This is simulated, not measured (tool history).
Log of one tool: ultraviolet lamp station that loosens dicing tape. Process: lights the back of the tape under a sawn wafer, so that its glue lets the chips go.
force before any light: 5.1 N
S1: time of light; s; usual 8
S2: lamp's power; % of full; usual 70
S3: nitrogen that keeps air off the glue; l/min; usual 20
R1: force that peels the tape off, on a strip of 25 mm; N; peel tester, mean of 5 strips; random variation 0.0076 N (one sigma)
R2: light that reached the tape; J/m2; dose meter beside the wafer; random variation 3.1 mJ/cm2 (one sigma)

{"run": 1, "hour": 0.0, "S1": 8, "S2": 70, "S3": 20, "R1": 0.355, "R2": 4320}
{"run": 2, "hour": 10.7, "S1": 8, "S2": 70, "S3": 20, "R1": 0.361, "R2": 4350}
{"run": 3, "hour": 19.8, "S1": 8, "S2": 70, "S3": 20, "R1": 0.349, "R2": 4270}
{"run": 4, "hour": 28.8, "S1": 8, "S2": 70, "S3": 20, "R1": 0.355, "R2": 4320}
{"run": 5, "hour": 37.2, "S1": 8, "S2": 70, "S3": 20, "R1": 0.36, "R2": 4310}
{"run": 6, "hour": 48.2, "S1": 6, "S2": 70, "S3": 20, "R1": 0.534, "R2": 3210}
{"run": 7, "hour": 54.4, "S1": 8, "S2": 70, "S3": 20, "R1": 0.38, "R2": 4280}
{"run": 8, "hour": 67.0, "S1": 8, "S2": 70, "S3": 20, "R1": 0.378, "R2": 4270}
{"run": 9, "hour": 81.5, "S1": 8, "S2": 70, "S3": 20, "R1": 0.362, "R2": 4320}
{"run": 10, "hour": 93.4, "S1": 8, "S2": 70, "S3": 20, "R1": 0.361, "R2": 4270}
{"run": 11, "hour": 101.6, "S1": 8, "S2": 70, "S3": 17, "R1": 0.394, "R2": 4250}
{"run": 12, "hour": 108.7, "S1": 8, "S2": 70, "S3": 17, "R1": 0.381, "R2": 4270}
{"run": 13, "hour": 120.6, "S1": 8, "S2": 70, "S3": 17, "R1": 0.397, "R2": 4240}
{"run": 14, "hour": 133.9, "S1": 8, "S2": 70, "S3": 20, "R1": 0.348, "R2": 4300}
{"run": 15, "hour": 142.6, "S1": 8, "S2": 70, "S3": 20, "R1": 0.368, "R2": 4240}
{"run": 16, "hour": 150.2, "S1": 8, "S2": 70, "S3": 20, "R1": 0.374, "R2": 4240}
{"run": 17, "hour": 160.7, "S1": 8, "S2": 70, "S3": 20, "R1": 0.362, "R2": 4230}
{"run": 18, "hour": 172.6, "S1": 8, "S2": 70, "S3": 20, "R1": 0.364, "R2": 4180}
{"run": 19, "hour": 185.2, "S1": 8, "S2": 70, "S3": 6, "R1": 0.656, "R2": 4220}
{"run": 20, "hour": 191.3, "S1": 8, "S2": 70, "S3": 18, "R1": 0.378, "R2": 4210}
{"run": 21, "hour": 203.0, "S1": 8, "S2": 70, "S3": 20, "R1": 0.369, "R2": 4210}
{"run": 22, "hour": 217.4, "S1": 8, "S2": 70, "S3": 20, "R1": 0.385, "R2": 4180}
{"run": 23, "hour": 223.8, "S1": 8, "S2": 70, "S3": 20, "R1": 0.37, "R2": 4240}
{"run": 24, "hour": 236.8, "S1": 8, "S2": 76, "S3": 13, "R1": 0.386, "R2": 4540}
{"run": 25, "hour": 243.2, "S1": 6, "S2": 74, "S3": 6, "R1": 0.932, "R2": 3320}
{"run": 26, "hour": 256.0, "S1": 8, "S2": 86, "S3": 7, "R1": 0.44, "R2": 5120}
{"run": 27, "hour": 263.3, "S1": 8, "S2": 86, "S3": 7, "R1": 0.43, "R2": 5130}
{"run": 28, "hour": 273.7, "S1": 5, "S2": 88, "S3": 11, "R1": 0.697, "R2": 3280}
{"run": 29, "hour": 286.8, "S1": 11, "S2": 70, "S3": 10, "R1": 0.338, "R2": 5760}
{"run": 30, "hour": 294.5, "S1": 7, "S2": 62, "S3": 10, "R1": 0.787, "R2": 3230}
{"run": 31, "hour": 301.8, "S1": 13, "S2": 89, "S3": 7, "R1": 0.259, "R2": 8590}
{"run": 32, "hour": 314.6, "S1": 8, "S2": 70, "S3": 11, "R1": 0.491, "R2": 4160}
{"run": 33, "hour": 329.2, "S1": 7, "S2": 70, "S3": 20, "R1": 0.448, "R2": 3650}
{"run": 34, "hour": 341.6, "S1": 5, "S2": 62, "S3": 20, "R1": 0.923, "R2": 2340}
{"run": 35, "hour": 350.7, "S1": 15, "S2": 76, "S3": 32, "R1": 0.233, "R2": 8420}
{"run": 36, "hour": 363.9, "S1": 15, "S2": 76, "S3": 32, "R1": 0.231, "R2": 8870}
{"run": 37, "hour": 372.2, "S1": 11, "S2": 83, "S3": 22, "R1": 0.24, "R2": 7050}
{"run": 38, "hour": 381.5, "S1": 14, "S2": 76, "S3": 7, "R1": 0.272, "R2": 8140}
{"run": 39, "hour": 393.4, "S1": 14, "S2": 76, "S3": 7, "R1": 0.277, "R2": 8080}
{"run": 40, "hour": 402.4, "S1": 4, "S2": 62, "S3": 20, "R1": 1.192, "R2": 1870}
{"run": 41, "hour": 414.9, "S1": 4, "S2": 62, "S3": 20, "R1": 1.207, "R2": 1890}
{"run": 42, "hour": 424.8, "S1": 4, "S2": 62, "S3": 20, "R1": 1.212, "R2": 1920}

Not shown: 1 entry that the log had between the listed runs. Between which runs, and how does the tool's hidden state differ before and after?
Between runs 35 and 36: window cleaned of glue's vapour (hour 358.8)
  lamp's light, % of a new lamp's: 94 -> 93.9; light that the window lets through, % of a clean one's: 95 -> 99.3
  measured less the result without the state, R1: +0.001 -> +0 N; R2: -1010 -> -640 J/m2
